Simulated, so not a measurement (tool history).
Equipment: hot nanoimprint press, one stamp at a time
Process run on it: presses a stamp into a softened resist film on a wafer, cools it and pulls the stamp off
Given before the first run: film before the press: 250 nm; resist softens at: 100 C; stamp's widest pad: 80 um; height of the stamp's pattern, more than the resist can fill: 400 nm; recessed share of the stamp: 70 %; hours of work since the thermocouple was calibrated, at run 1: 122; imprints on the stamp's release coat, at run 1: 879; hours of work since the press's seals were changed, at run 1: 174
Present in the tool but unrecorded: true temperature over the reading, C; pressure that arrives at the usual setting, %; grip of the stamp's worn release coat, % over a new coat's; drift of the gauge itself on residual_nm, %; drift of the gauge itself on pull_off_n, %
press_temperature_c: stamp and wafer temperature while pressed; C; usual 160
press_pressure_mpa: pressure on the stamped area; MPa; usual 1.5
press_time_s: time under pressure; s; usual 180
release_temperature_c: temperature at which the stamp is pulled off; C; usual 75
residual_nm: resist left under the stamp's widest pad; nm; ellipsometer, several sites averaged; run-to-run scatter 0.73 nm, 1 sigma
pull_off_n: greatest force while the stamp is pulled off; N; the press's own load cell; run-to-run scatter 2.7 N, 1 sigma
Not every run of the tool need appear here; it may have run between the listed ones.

run,day,press_temperature_c,press_pressure_mpa,press_time_s,release_temperature_c,hours of work since the thermocouple was calibrated,imprints on the stamp's release coat,hours of work since the press's seals were changed,residual_nm,pull_off_n
1,0,160,1.5,180,75,122,879,174,134.9,151
2,0.462,160,1.5,180,75,130,909,181,134.5,159
3,0.758,160,1.5,180,75,134,928,186,135.9,152
4,1.058,160,1.5,180,75,139,947,190,136.2,153
5,1.542,160,1.5,180,75,146,977,198,135.9,158
6,2.075,160,1.5,180,75,154,1011,206,136.2,158
7,2.558,157,1.5,180,75,162,1042,213,151.6,162
8,3.075,157,1.5,180,75,170,1075,221,152.3,155
9,3.371,157,1.5,180,75,174,1094,226,152.3,166
10,3.704,151,1.5,180,75,179,1115,231,185,159
11,4.229,160,1.5,180,75,187,1148,239,136.9,166
# day 4.388: plate thermocouple calibrated
12,4.679,160,1.5,180,75,4,1169,244,137.3,162
13,5.212,160,1.5,180,75,13,1203,252,137.5,167
14,5.625,160,1.5,180,67,19,1229,258,137.3,193
15,6.15,160,1.5,180,67,27,1262,266,137.4,204
# day 6.325: plate thermocouple calibrated, once more
16,6.7,160,1.5,180,76,6,1289,273,133.4,160
17,7.012,160,1.5,180,76,11,1309,278,133.8,151
18,7.383,160,1.5,206,83,16,1333,283,127,130
19,7.929,160,1.23,206,65,25,1368,292,137.8,207
20,8.317,168,1.71,221,61,31,1392,298,85.1,225
21,8.696,160,1.5,180,70,36,1416,303,133.7,188
22,9.008,160,1.5,180,70,41,1436,308,135.6,186
23,9.258,160,1.5,180,70,45,1452,312,134.1,191
24,9.575,160,1.5,359,74,50,1472,317,103.9,173
25,9.892,157,1.5,114,75,55,1492,322,170.6,170
26,10.367,161,1.29,338,66,62,1522,329,109.4,208
27,10.767,161,1.29,243,67,68,1548,335,122.8,211
28,11.2,160,1.5,293,75,75,1576,342,111.3,172
29,11.629,163,1.5,180,64,81,1603,348,120.1,221
30,12.083,163,1.5,180,64,88,1632,355,120.1,225

What would each run have given without the hidden state, its run-to-run variation left as it was?
run,residual_nm,pull_off_n
1,132.2,125
2,131.7,131
3,132.9,124
4,133.1,124
5,132.7,128
6,132.7,127
7,147.9,129
8,148.4,123
9,148.3,131
10,181,125
11,132.8,129
12,132.4,125
13,132.4,129
14,132.1,148
15,132,155
16,132.8,124
17,133.1,117
18,126.2,100
19,137,158
20,84.1,171
21,132.5,142
22,134.3,140
23,132.8,143
24,102.6,129
25,169.1,126
26,108.1,154
27,121.2,156
28,109.5,126
29,118.1,160
30,118,163
